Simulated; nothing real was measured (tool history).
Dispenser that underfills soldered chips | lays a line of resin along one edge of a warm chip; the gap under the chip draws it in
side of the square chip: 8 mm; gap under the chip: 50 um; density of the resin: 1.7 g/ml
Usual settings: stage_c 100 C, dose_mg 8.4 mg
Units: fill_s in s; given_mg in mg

run 1 hour=0 | stage_c=100 dose_mg=8.4 | fill_s=148 given_mg=8.35
-- hour=1.4 new syringe of resin
run 2 hour=6.1 | stage_c=100 dose_mg=8.4 | fill_s=108 given_mg=8.33
-- hour=12.9 new syringe of resin
run 3 hour=13.6 | stage_c=100 dose_mg=8.4 | fill_s=83.7 given_mg=8.37
run 4 hour=19.1 | stage_c=100 dose_mg=8.4 | fill_s=112.8 given_mg=8.28
run 5 hour=23.8 | stage_c=100 dose_mg=8.4 | fill_s=151.4 given_mg=8.26
-- hour=24.7 new syringe of resin
run 6 hour=28.5 | stage_c=100 dose_mg=8.4 | fill_s=100 given_mg=8.28
run 7 hour=31.9 | stage_c=100 dose_mg=8.4 | fill_s=120.1 given_mg=8.29
-- hour=36.4 new syringe of resin
run 8 hour=38.1 | stage_c=100 dose_mg=8.4 | fill_s=89.4 given_mg=8.25
run 9 hour=41.4 | stage_c=100 dose_mg=8.4 | fill_s=109.7 given_mg=8.32
run 10 hour=47.4 | stage_c=100 dose_mg=8.4 | fill_s=150.9 given_mg=8.27
-- hour=48.3 new syringe of resin
run 11 hour=50.9 | stage_c=100 dose_mg=8.4 | fill_s=92.2 given_mg=8.25
run 12 hour=55.7 | stage_c=100 dose_mg=8.4 | fill_s=120.4 given_mg=8.31
run 13 hour=59.4 | stage_c=107 dose_mg=8.4 | fill_s=125.7 given_mg=8.22
-- hour=60.3 new syringe of resin
run 14 hour=65.6 | stage_c=100 dose_mg=8.4 | fill_s=107.9 given_mg=8.23
-- hour=72 new syringe of resin
run 15 hour=72.7 | stage_c=100 dose_mg=8.4 | fill_s=82.5 given_mg=8.27
run 16 hour=75.7 | stage_c=98 dose_mg=8.4 | fill_s=104.9 given_mg=8.19
run 17 hour=80.6 | stage_c=98 dose_mg=8.4 | fill_s=138.8 given_mg=8.2
-- hour=83.9 new syringe of resin
run 18 hour=85.2 | stage_c=98 dose_mg=8.4 | fill_s=93.2 given_mg=8.23
run 19 hour=92.3 | stage_c=98 dose_mg=8.4 | fill_s=139.1 given_mg=8.18
-- hour=95.8 new syringe of resin
run 20 hour=97.2 | stage_c=88 dose_mg=8.43 | fill_s=117.3 given_mg=8.26
run 21 hour=100.7 | stage_c=100 dose_mg=8.43 | fill_s=104.8 given_mg=8.22
run 22 hour=105 | stage_c=100 dose_mg=8.43 | fill_s=134.6 given_mg=8.18
-- hour=107.8 new syringe of resin
run 23 hour=112.6 | stage_c=100 dose_mg=9.86 | fill_s=100.8 given_mg=9.53
run 24 hour=116 | stage_c=98 dose_mg=8.4 | fill_s=130.2 given_mg=8.09
-- hour=119.6 new syringe of resin
run 25 hour=123.2 | stage_c=86 dose_mg=7.83 | fill_s=141.4 given_mg=7.6
run 26 hour=126.2 | stage_c=92 dose_mg=8.65 | fill_s=139.3 given_mg=8.38
run 27 hour=130.6 | stage_c=113 dose_mg=7.97 | fill_s=105.6 given_mg=7.75
-- hour=131.3 new syringe of resin
run 28 hour=134.2 | stage_c=113 dose_mg=7.97 | fill_s=69.6 given_mg=7.71
run 29 hour=141.4 | stage_c=113 dose_mg=7.97 | fill_s=106.6 given_mg=7.64
-- hour=143 new syringe of resin
run 30 hour=146 | stage_c=97 dose_mg=7.97 | fill_s=104.9 given_mg=7.66
run 31 hour=150.1 | stage_c=108 dose_mg=8.8 | fill_s=96.6 given_mg=8.51
-- hour=154.7 new syringe of resin
run 32 hour=154.7 | stage_c=111 dose_mg=8.4 | fill_s=59.8 given_mg=8.02
run 33 hour=158.2 | stage_c=111 dose_mg=8.4 | fill_s=75.3 given_mg=8.08
run 34 hour=162.3 | stage_c=111 dose_mg=8.4 | fill_s=93.4 given_mg=8.04
-- hour=166.3 new syringe of resin
run 35 hour=168.9 | stage_c=107 dose_mg=7.53 | fill_s=78.7 given_mg=7.23

4 ways to go on from here, each from the tool as it stands after run 35. What would each give?
run A hour=173.6 | stage_c=88 dose_mg=8.4 | fill_s=? given_mg=?
run B hour=173.6 | stage_c=105 dose_mg=7.53 | fill_s=? given_mg=?
run C hour=173.6 | stage_c=114 dose_mg=7.56 | fill_s=? given_mg=?
run D hour=173.6 | stage_c=86 dose_mg=8.32 | fill_s=? given_mg=?

run=A fill_s=164.4 given_mg=8.05
run=B fill_s=107.1 given_mg=7.19
run=C fill_s=86.9 given_mg=7.25
run=D fill_s=175.2 given_mg=7.89
Without the tool's hidden state the same runs would have given:
run=A fill_s=113.5 given_mg=8.42
run=B fill_s=73.4 given_mg=7.53
run=C fill_s=59.3 given_mg=7.59
run=D fill_s=120.9 given_mg=8.26

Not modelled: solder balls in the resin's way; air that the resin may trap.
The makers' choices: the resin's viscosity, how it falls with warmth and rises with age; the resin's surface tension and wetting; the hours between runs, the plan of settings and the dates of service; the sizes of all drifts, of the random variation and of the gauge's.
